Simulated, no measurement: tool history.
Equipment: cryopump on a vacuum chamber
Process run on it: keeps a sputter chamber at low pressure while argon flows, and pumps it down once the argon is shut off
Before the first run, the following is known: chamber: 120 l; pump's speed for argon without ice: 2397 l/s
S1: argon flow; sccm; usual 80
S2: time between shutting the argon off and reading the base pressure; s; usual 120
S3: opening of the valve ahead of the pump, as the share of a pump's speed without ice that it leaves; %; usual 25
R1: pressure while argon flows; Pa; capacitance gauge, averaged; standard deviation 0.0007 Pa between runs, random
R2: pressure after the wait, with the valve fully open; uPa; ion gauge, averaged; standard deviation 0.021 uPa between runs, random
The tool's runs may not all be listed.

run,day,S1,S2,S3,R1,R2
1,0,80,120,25,0.2251,0.96
2,0.896,80,120,25,0.2268,0.98
3,1.767,53,120,25,0.15,0.99
4,2.229,53,120,25,0.1495,1.04
5,3.15,53,120,25,0.1502,1.04
6,3.629,53,120,25,0.15,1.02
7,4.042,53,120,25,0.1497,0.99
8,4.904,53,121,25,0.1505,1.07
9,5.317,53,121,25,0.1507,1.09
10,6.033,53,121,25,0.1497,1.07
11,6.933,53,121,25,0.1506,1.13
12,7.817,80,120,25,0.2282,1.11
13,8.342,80,120,25,0.2258,1.15
14,8.754,80,120,25,0.2278,1.13
15,9.338,80,120,25,0.2273,1.16
16,10.1,80,120,25,0.228,1.18
17,10.788,80,120,25,0.2264,1.18
18,11.292,80,120,25,0.2283,1.24
19,12.175,80,148,31,0.1845,1.16
20,13.017,87,148,31,0.2009,1.15
21,13.712,87,148,31,0.2014,1.2
22,14.492,87,148,31,0.2022,1.17
23,15.404,42,26,55,0.0556,2.32
24,16.3,92,120,21,0.313,1.26
25,16.704,80,120,59,0.0989,1.31
26,17.5,39,38,59,0.0483,1.9
27,18.125,80,229,28,0.2055,1.19
28,18.862,42,134,25,0.1206,1.34
29,19.621,90,63,29,0.2226,1.64
30,20.242,140,285,29,0.3466,1.2
31,20.829,156,150,17,0.6559,1.35
32,21.358,149,34,25,0.4278,2.1
33,21.854,149,34,25,0.4263,2.06
34,22.575,82,120,31,0.1904,1.42
35,23.329,57,120,51,0.0818,1.48

Alternative continuations, all from the tool just after run 35; predict every row:
A,24.008,71,87,21,?,?
B,24.008,57,120,23,?,?
C,24.008,152,90,47,?,?

run,R1,R2
A,0.2419,1.6
B,0.1783,1.47
C,0.2371,1.51
Without the tool's hidden state the same runs would have given:
run,R1,R2
A,0.2379,0.53
B,0.175,0.39
C,0.2284,0.46
